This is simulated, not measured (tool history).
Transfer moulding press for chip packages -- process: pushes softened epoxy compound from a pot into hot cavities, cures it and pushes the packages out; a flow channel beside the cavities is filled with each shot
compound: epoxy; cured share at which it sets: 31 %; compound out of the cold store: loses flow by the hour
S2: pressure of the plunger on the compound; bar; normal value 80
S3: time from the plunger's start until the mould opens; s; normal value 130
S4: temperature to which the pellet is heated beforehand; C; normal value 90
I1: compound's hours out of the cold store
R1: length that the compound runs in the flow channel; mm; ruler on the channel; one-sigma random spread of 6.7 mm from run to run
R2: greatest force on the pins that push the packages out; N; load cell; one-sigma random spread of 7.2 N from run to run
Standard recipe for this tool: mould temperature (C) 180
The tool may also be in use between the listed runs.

run 1 hour=0 | mould_temperature_(C)=180 S2=80 S3=130 S4=90 | I1=14.8 | R1=779 R2=520
-- hour=7.8 cavities cleaned with cleaning compound and waxed
run 2 hour=10.3 | mould_temperature_(C)=180 S2=80 S3=130 S4=90 | I1=20.2 | R1=743 R2=322
run 3 hour=18.5 | mould_temperature_(C)=180 S2=80 S3=130 S4=89 | I1=14.3 | R1=763 R2=357
run 4 hour=24 | mould_temperature_(C)=180 S2=80 S3=130 S4=89 | I1=36.7 | R1=711 R2=354
run 5 hour=31.1 | mould_temperature_(C)=180 S2=80 S3=130 S4=89 | I1=10.1 | R1=764 R2=382
run 6 hour=40.5 | mould_temperature_(C)=179 S2=80 S3=130 S4=90 | I1=40.3 | R1=708 R2=404
run 7 hour=45.2 | mould_temperature_(C)=179 S2=80 S3=130 S4=90 | I1=20.4 | R1=764 R2=417
run 8 hour=49.7 | mould_temperature_(C)=179 S2=80 S3=130 S4=90 | I1=17.2 | R1=766 R2=435
run 9 hour=54.8 | mould_temperature_(C)=179 S2=80 S3=130 S4=90 | I1=21.5 | R1=753 R2=440
run 10 hour=60.3 | mould_temperature_(C)=179 S2=80 S3=130 S4=90 | I1=10.4 | R1=788 R2=462
run 11 hour=67.6 | mould_temperature_(C)=179 S2=80 S3=130 S4=90 | I1=19.6 | R1=749 R2=488
run 12 hour=76.4 | mould_temperature_(C)=179 S2=80 S3=130 S4=90 | I1=11.1 | R1=781 R2=500
run 13 hour=83.2 | mould_temperature_(C)=179 S2=80 S3=130 S4=90 | I1=22.2 | R1=747 R2=514
run 14 hour=89.9 | mould_temperature_(C)=180 S2=80 S3=130 S4=90 | I1=36.4 | R1=709 R2=478
run 15 hour=95.5 | mould_temperature_(C)=173 S2=80 S3=164 S4=85 | I1=38.9 | R1=720 R2=469
run 16 hour=100.4 | mould_temperature_(C)=187 S2=80 S3=130 S4=85 | I1=32.6 | R1=700 R2=444
run 17 hour=105.7 | mould_temperature_(C)=187 S2=80 S3=130 S4=85 | I1=9.5 | R1=748 R2=457
run 18 hour=113.8 | mould_temperature_(C)=180 S2=80 S3=130 S4=85 | I1=9.7 | R1=772 R2=514
run 19 hour=123.1 | mould_temperature_(C)=180 S2=62 S3=167 S4=81 | I1=40.4 | R1=612 R2=460
run 20 hour=129.7 | mould_temperature_(C)=180 S2=62 S3=167 S4=81 | I1=47.5 | R1=591 R2=452
-- hour=140 cavities cleaned with cleaning compound and waxed
run 21 hour=140 | mould_temperature_(C)=180 S2=71.6 S3=128 S4=89 | I1=38.5 | R1=662 R2=300
run 22 hour=144.5 | mould_temperature_(C)=173 S2=63.5 S3=117 S4=90 | I1=41.2 | R1=629 R2=518
run 23 hour=152.1 | mould_temperature_(C)=181 S2=76 S3=130 S4=90 | I1=30.3 | R1=686 R2=336
run 24 hour=159.1 | mould_temperature_(C)=183 S2=78.2 S3=111 S4=99 | I1=22.4 | R1=701 R2=403
run 25 hour=164.9 | mould_temperature_(C)=183 S2=78.2 S3=111 S4=99 | I1=22.3 | R1=724 R2=393
run 26 hour=170.2 | mould_temperature_(C)=175 S2=66.6 S3=155 S4=87 | I1=35.6 | R1=653 R2=379
run 27 hour=179.3 | mould_temperature_(C)=175 S2=66.6 S3=155 S4=87 | I1=32.9 | R1=651 R2=404
run 28 hour=184.8 | mould_temperature_(C)=175 S2=66.6 S3=155 S4=87 | I1=31.1 | R1=664 R2=415

A few steps of R1 between consecutive runs. Split each: what settings, incoming material and random variation would produce without the hidden state, and what is left over for the hidden state, along with gauge scatter present in only one of the two compared results (measured, and without hidden state):
Unlogged tool condition in this case: true mould temperature over the reading, C; pressure that reaches the compound, % of what is set; grip of the stained cavities, % over clean ones'; drift of the gauge itself on flow_mm, %; drift of the gauge itself on push_out_n, %.
Run 18 -> 19: S2 80 -> 62, S3 130 -> 167, S4 85 -> 81. R1 -160 mm: hidden state +9, all else -169.
Run 20 -> 21: S2 62 -> 71.6, S3 167 -> 128, S4 81 -> 89, cavities cleaned with cleaning compound and waxed. R1 +71 mm: hidden state -6, all else +77.
